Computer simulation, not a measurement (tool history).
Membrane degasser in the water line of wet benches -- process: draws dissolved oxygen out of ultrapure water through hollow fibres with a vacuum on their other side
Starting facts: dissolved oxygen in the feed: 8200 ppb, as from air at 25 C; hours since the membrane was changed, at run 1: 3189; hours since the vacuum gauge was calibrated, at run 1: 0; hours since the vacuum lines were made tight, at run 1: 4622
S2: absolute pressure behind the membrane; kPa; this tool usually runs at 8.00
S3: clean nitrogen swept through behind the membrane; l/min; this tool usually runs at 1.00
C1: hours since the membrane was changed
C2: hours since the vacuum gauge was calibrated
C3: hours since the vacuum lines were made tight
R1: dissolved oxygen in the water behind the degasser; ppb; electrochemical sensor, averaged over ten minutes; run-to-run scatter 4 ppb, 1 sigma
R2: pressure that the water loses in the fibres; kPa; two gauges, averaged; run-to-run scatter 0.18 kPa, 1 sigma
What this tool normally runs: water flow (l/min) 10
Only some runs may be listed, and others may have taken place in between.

{"run": 1, "hour": 0.0, "water flow (l/min)": 10, "S2": 8.0, "S3": 1.0, "C1": 3189, "C2": 0, "C3": 4622, "R1": 420.7, "R2": 31.0}
{"run": 2, "hour": 118.8, "water flow (l/min)": 10, "S2": 8.0, "S3": 1.0, "C1": 3308, "C2": 119, "C3": 4741, "R1": 409.8, "R2": 30.88}
{"run": 3, "hour": 243.5, "water flow (l/min)": 10, "S2": 12.94, "S3": 1.0, "C1": 3432, "C2": 244, "C3": 4866, "R1": 516.9, "R2": 30.77}
{"run": 4, "hour": 468.2, "water flow (l/min)": 10, "S2": 12.94, "S3": 1.0, "C1": 3657, "C2": 468, "C3": 5090, "R1": 515.5, "R2": 30.59}
{"run": 5, "hour": 626.3, "water flow (l/min)": 10, "S2": 12.94, "S3": 1.0, "C1": 3815, "C2": 626, "C3": 5249, "R1": 519.1, "R2": 30.83}
{"run": 6, "hour": 808.9, "water flow (l/min)": 10, "S2": 12.94, "S3": 1.0, "C1": 3998, "C2": 809, "C3": 5431, "R1": 519.5, "R2": 30.84}
{"run": 7, "hour": 1001.8, "water flow (l/min)": 10, "S2": 12.94, "S3": 1.0, "C1": 4191, "C2": 1002, "C3": 5624, "R1": 513.5, "R2": 30.91}
{"run": 8, "hour": 1172.0, "water flow (l/min)": 10, "S2": 12.94, "S3": 1.0, "C1": 4361, "C2": 1172, "C3": 5794, "R1": 523.3, "R2": 31.01}
{"run": 9, "hour": 1298.9, "water flow (l/min)": 7, "S2": 8.0, "S3": 0.59, "C1": 4488, "C2": 1299, "C3": 5921, "R1": 259.8, "R2": 21.59}
{"hour": 1313.7, "done": "vacuum gauge calibrated"}
{"run": 10, "hour": 1535.3, "water flow (l/min)": 8, "S2": 12.41, "S3": 2.7, "C1": 4724, "C2": 222, "C3": 6157, "R1": 255.2, "R2": 24.56}
{"run": 11, "hour": 1685.6, "water flow (l/min)": 10, "S2": 8.0, "S3": 0.98, "C1": 4874, "C2": 372, "C3": 6307, "R1": 424.5, "R2": 31.08}
{"run": 12, "hour": 1903.4, "water flow (l/min)": 12, "S2": 6.89, "S3": 2.07, "C1": 5092, "C2": 590, "C3": 6525, "R1": 505.5, "R2": 37.76}

What if the next run were any one of these 3? Each begins from the tool's condition after run 12:
{"run": "A", "hour": 2128.9, "water flow (l/min)": 11, "S2": 8.0, "S3": 1.01, "C1": 5317, "C2": 815, "C3": 6751, "R1": "?", "R2": "?"}
{"run": "B", "hour": 2128.9, "water flow (l/min)": 13, "S2": 6.89, "S3": 0.6, "C1": 5317, "C2": 815, "C3": 6751, "R1": "?", "R2": "?"}
{"run": "C", "hour": 2128.9, "water flow (l/min)": 13, "S2": 11.79, "S3": 1.69, "C1": 5317, "C2": 815, "C3": 6751, "R1": "?", "R2": "?"}

run=A R1=511.0 R2=34.18
run=B R1=697.2 R2=40.81
run=C R1=675.2 R2=40.06
With the hidden condition removed and each run's random variation left untouched, the same runs would have given:
run=A R1=486.0 R2=33.50
run=B R1=666.6 R2=40.00
run=C R1=645.6 R2=39.26
